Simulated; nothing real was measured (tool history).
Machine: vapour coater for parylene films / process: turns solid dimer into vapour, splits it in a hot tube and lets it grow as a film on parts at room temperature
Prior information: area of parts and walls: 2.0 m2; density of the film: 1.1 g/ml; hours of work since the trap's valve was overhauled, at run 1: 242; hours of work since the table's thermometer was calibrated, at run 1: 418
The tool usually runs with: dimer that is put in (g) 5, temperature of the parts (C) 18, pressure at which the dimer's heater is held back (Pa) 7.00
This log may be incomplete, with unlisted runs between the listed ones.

run   hour  dimer that is put in (g)  temperature of the parts (C)  pressure at which the dimer's heater is held back (Pa)  hours of work since the trap's valve was overhauled  hours of work since the table's thermometer was calibrated  thickness of the film (nm)
  1    0.0                         5                            18                                                    7.00                                                  242                                                         418                        1400
  2   24.8                         5                            18                                                    3.26                                                  255                                                         430                        1670
  3   53.4                         5                            25                                                    7.00                                                  269                                                         444                        1040
  4   71.7                         5                            25                                                    7.00                                                  278                                                         453                        1040
      85.3  -- trap's valve overhauled
  5  105.7                         5                            18                                                    7.00                                                   10                                                         468                        1400
  6  131.0                         5                            18                                                    7.00                                                   23                                                         481                        1400
  7  159.4                         5                            18                                                    7.00                                                   37                                                         495                        1400
  8  179.4                         5                            18                                                    7.00                                                   47                                                         505                        1400
  9  216.3                         5                            18                                                    7.00                                                   65                                                         523                        1380
 10  257.4                         5                            18                                                    7.00                                                   85                                                         544                        1400
 11  292.5                         5                            18                                                    7.00                                                  103                                                         561                        1380
 12  327.8                         5                            18                                                    7.00                                                  120                                                         579                        1390
 13  369.8                         5                            18                                                    7.00                                                  141                                                         599                        1400
 14  399.0                         2                            17                                                    2.55                                                  156                                                         614                         730
 15  433.4                         7                            18                                                    7.00                                                  173                                                         631                        1970
 16  464.3                         4                            18                                                    4.54                                                  188                                                         646                        1230
 17  481.9                         5                            22                                                    8.08                                                  197                                                         655                        1150
 18  501.4                         5                            10                                                    7.00                                                  206                                                         665                        1940
 19  525.0                         6                            23                                                    5.42                                                  218                                                         676                        1460
 20  564.2                         6                            23                                                    5.42                                                  238                                                         696                        1470
 21  590.2                         3                            14                                                    2.98                                                  251                                                         709                        1180
 22  616.4                         7                            17                                                    2.37                                                  264                                                         722                        2640
 23  645.5                         7                            17                                                    2.37                                                  278                                                         736                        2600
     660.2  -- trap's valve overhauled
 24  684.0                         6                            17                                                    2.96                                                   12                                                         753                        2140
 25  705.7                         6                            17                                                    2.96                                                   23                                                         764                        2130

Here are 4 independent what-if runs from the current tool condition. What would each one return?
  A  736.1                         6                            12                                                    9.51                                                   38                                                         779                           ?
  B  736.1                         4                            18                                                    5.60                                                   38                                                         779                           ?
  C  736.1                         2                            23                                                   11.41                                                   38                                                         779                           ?
  D  736.1                         6                            13                                                    2.06                                                   38                                                         779                           ?

run  thickness of the film (nm)
  A                        2010
  B                        1180
  C                         400
  D                        2660
Stripped of hidden state, with their random variation kept, the same runs would have yielded:
run  thickness of the film (nm)
  A                        2010
  B                        1180
  C                         400
  D                        2660
